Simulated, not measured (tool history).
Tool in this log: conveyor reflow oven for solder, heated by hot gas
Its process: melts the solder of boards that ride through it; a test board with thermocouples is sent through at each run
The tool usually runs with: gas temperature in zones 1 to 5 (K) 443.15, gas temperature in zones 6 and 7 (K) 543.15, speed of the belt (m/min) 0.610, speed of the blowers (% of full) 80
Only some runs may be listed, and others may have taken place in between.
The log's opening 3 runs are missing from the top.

run	hour	gas temperature in zones 1 to 5 (K)	gas temperature in zones 6 and 7 (K)	speed of the belt (m/min)	speed of the blowers (% of full)	hours of work since the flux was cleaned out	hours of work since the belt drive was overhauled	hours of work since the thermocouples were changed	highest temperature of the board (K)	time above the solder's melting point (s)
4	33.4	443.15	550.15	0.610	80	183	18	336	534.85	55.8
5	45.9	443.15	543.15	0.610	80	189	24	342	528.65	52.8
6	56.4	443.15	543.15	0.610	80	194	29	347	527.55	52.8
# hour 71.0: flux residue cleaned out of gas plates and filters
7	73.7	443.15	543.15	0.610	80	1	35	353	528.35	52.1
8	83.7	443.15	543.15	0.610	80	6	40	357	528.75	52.9
9	96.3	443.15	543.15	0.610	80	12	46	363	528.35	52.7
10	108.4	453.15	543.15	0.610	80	18	51	369	529.75	56.3
11	123.7	443.15	543.15	0.610	80	25	59	376	528.05	52.2
12	133.3	443.15	543.15	0.610	80	29	63	381	528.25	52.4
13	144.2	443.15	543.15	0.610	80	35	68	386	528.05	52.3
14	153.1	443.15	543.15	0.610	80	39	72	390	528.65	52.2
15	167.8	443.15	543.15	0.610	80	46	79	397	528.55	52.6
16	176.9	443.15	543.15	0.610	90	50	84	401	530.25	53.9
17	191.0	443.15	552.15	0.610	76	57	90	408	535.45	56.0
18	201.8	443.15	552.15	0.610	55	62	95	413	529.35	51.6
19	217.8	443.15	537.15	0.610	80	69	103	421	522.45	48.8
20	225.7	443.15	543.15	0.687	80	73	107	425	524.55	43.6
21	243.4	429.15	540.15	0.520	60	81	115	433	523.65	53.9
22	260.1	443.15	543.15	0.645	80	89	123	441	526.65	48.4

Run 23 has not been measured yet. What should we expect?
23	271.5	451.15	548.15	0.610	80	95	128	446	?	?

Run 23 came out at highest temperature of the board (K) 533.85, time above the solder's melting point (s) 58.3.
Take away the tool's hidden state, keep the run-to-run variation as it was, and the same run would have given highest temperature of the board (K) 533.75, time above the solder's melting point (s) 58.3.
